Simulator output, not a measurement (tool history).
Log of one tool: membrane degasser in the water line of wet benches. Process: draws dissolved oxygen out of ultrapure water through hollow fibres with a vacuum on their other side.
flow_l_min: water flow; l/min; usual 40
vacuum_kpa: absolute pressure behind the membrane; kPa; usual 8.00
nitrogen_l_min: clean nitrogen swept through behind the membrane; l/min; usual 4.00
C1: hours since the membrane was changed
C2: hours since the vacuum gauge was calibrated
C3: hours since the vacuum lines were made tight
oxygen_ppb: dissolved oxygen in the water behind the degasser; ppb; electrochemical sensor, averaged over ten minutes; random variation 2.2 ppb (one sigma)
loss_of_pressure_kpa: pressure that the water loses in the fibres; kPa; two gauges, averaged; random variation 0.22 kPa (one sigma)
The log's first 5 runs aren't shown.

Run 6, hour 383.5: usual settings but flow_l_min 33 l/min, nitrogen_l_min 1.75 l/min; C1 2715; C2 6342; C3 7238. Result: oxygen_ppb 289.5 ppb, loss_of_pressure_kpa 46.75 kPa.
At hour 449.2: seals of the vacuum lines changed.
Run 7, hour 449.2: usual settings but flow_l_min 33 l/min, nitrogen_l_min 1.75 l/min; C1 2779; C2 6406; C3 0. Result: oxygen_ppb 290.6 ppb, loss_of_pressure_kpa 46.65 kPa.
Run 8, hour 502.2: usual settings but flow_l_min 33 l/min, nitrogen_l_min 8.68 l/min; C1 2832; C2 6459; C3 53. Result: oxygen_ppb 128.3 ppb, loss_of_pressure_kpa 47.10 kPa.
Run 9, hour 629.4: usual settings but vacuum_kpa 8.05 kPa; C1 2959; C2 6586; C3 180. Result: oxygen_ppb 235.4 ppb, loss_of_pressure_kpa 56.96 kPa.
Run 10, hour 719.9: usual settings but vacuum_kpa 8.05 kPa; C1 3049; C2 6677; C3 271. Result: oxygen_ppb 231.1 ppb, loss_of_pressure_kpa 56.94 kPa.
Run 11, hour 783.5: usual settings; C1 3113; C2 6740; C3 334. Result: oxygen_ppb 234.8 ppb, loss_of_pressure_kpa 56.95 kPa.
Run 12, hour 838.7: usual settings but flow_l_min 50 l/min; C1 3168; C2 6795; C3 389. Result: oxygen_ppb 311.5 ppb, loss_of_pressure_kpa 71.72 kPa.
Run 13, hour 940.3: usual settings but flow_l_min 50 l/min; C1 3270; C2 6897; C3 491. Result: oxygen_ppb 302.6 ppb, loss_of_pressure_kpa 71.32 kPa.
Run 14, hour 1066.2: usual settings; C1 3396; C2 7023; C3 617. Result: oxygen_ppb 232.5 ppb, loss_of_pressure_kpa 56.99 kPa.
Run 15, hour 1130.9: usual settings; C1 3460; C2 7088; C3 682. Result: oxygen_ppb 233.3 ppb, loss_of_pressure_kpa 57.12 kPa.
Run 16, hour 1221.3: usual settings; C1 3551; C2 7178; C3 772. Result: oxygen_ppb 233.8 ppb, loss_of_pressure_kpa 56.92 kPa.
Run 17, hour 1304.7: usual settings but flow_l_min 54 l/min, vacuum_kpa 6.25 kPa; C1 3634; C2 7261; C3 855. Result: oxygen_ppb 295.1 ppb, loss_of_pressure_kpa 77.02 kPa.
Run 18, hour 1409.3: usual settings but flow_l_min 48 l/min, vacuum_kpa 7.09 kPa, nitrogen_l_min 6.86 l/min; C1 3739; C2 7366; C3 960. Result: oxygen_ppb 229.2 ppb, loss_of_pressure_kpa 68.74 kPa.
Run 19, hour 1463.5: usual settings but flow_l_min 30 l/min, vacuum_kpa 14.96 kPa, nitrogen_l_min 2.79 l/min; C1 3793; C2 7420; C3 1014. Result: oxygen_ppb 363.8 ppb, loss_of_pressure_kpa 42.94 kPa.

Run 20 comes next. What will it give?
Run 20, hour 1576.2: usual settings but flow_l_min 30 l/min, vacuum_kpa 14.96 kPa, nitrogen_l_min 2.79 l/min; C1 3906; C2 7533; C3 1127. Result: oxygen_ppb ?, loss_of_pressure_kpa ?.

{"run 20": {"oxygen_ppb": 362.2, "loss_of_pressure_kpa": 42.68}}
Without the tool's hidden state the same run would have given oxygen_ppb 345.1 ppb, loss_of_pressure_kpa 41.44 kPa.

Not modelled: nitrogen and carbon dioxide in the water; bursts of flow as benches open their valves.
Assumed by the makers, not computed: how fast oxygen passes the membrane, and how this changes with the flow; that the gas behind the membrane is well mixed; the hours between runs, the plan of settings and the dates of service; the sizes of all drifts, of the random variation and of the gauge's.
